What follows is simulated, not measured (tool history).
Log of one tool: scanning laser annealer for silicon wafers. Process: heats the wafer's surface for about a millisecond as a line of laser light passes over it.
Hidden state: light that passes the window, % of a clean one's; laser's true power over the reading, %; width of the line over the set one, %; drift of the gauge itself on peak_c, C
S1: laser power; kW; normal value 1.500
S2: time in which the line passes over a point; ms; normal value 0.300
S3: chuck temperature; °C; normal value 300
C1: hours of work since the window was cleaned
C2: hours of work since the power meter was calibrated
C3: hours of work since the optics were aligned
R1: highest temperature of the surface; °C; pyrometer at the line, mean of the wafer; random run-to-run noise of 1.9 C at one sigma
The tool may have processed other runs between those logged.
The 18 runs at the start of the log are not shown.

run,day,S1,S2,S3,C1,C2,C3,R1
19,24.967,1.500,0.300,300,310,1275,1002,1056
20,25.888,1.500,0.300,300,322,1287,1014,1058
21,27.967,1.500,0.300,300,349,1314,1041,1054
22,29.325,1.378,0.353,300,367,1331,1058,1032
23,30.433,1.378,0.353,300,382,1346,1073,1032
24,32.200,1.292,0.231,298,405,1369,1096,863
25,33.908,1.323,0.231,298,427,1391,1118,876
26,35.046,1.500,0.239,300,442,1406,1133,980
27,36.912,1.500,0.239,300,466,1430,1157,977
# day 37.942: window over the wafer cleaned
28,38.483,1.301,0.333,268,7,1450,1177,953
# day 38.879: optics aligned, line set to its width
29,40.367,1.444,0.259,268,29,1471,19,958
30,42.379,1.413,0.215,300,55,1498,46,921
31,43.475,1.303,0.300,311,69,1512,60,958
32,45.579,1.303,0.300,276,97,1539,87,923
# day 46.642: optics aligned, line set to its width, once more
33,47.392,1.303,0.300,276,118,1560,10,939
34,48.775,1.423,0.223,276,136,1578,28,918
35,50.883,1.500,0.281,322,163,1606,55,1077
36,52.792,1.500,0.280,284,188,1631,80,1035
37,53.750,1.500,0.280,284,201,1643,93,1033
38,55.258,1.500,0.280,284,220,1663,112,1030
39,56.400,1.377,0.342,260,235,1678,127,996
40,57.371,1.294,0.213,300,248,1690,140,856
41,58.717,1.500,0.303,304,265,1708,157,1074

Predict each of these 3 candidate next runs independently; none follows another, all start after run 41:
A,60.162,1.500,0.300,293,284,1727,176,?
B,60.162,1.647,0.266,287,284,1727,176,?
C,60.162,1.619,0.303,303,284,1727,176,?

run,R1
A,1056
B,1101
C,1145
Had the tool no hidden state, the same runs would have come out as:
run,R1
A,1080
B,1126
C,1172
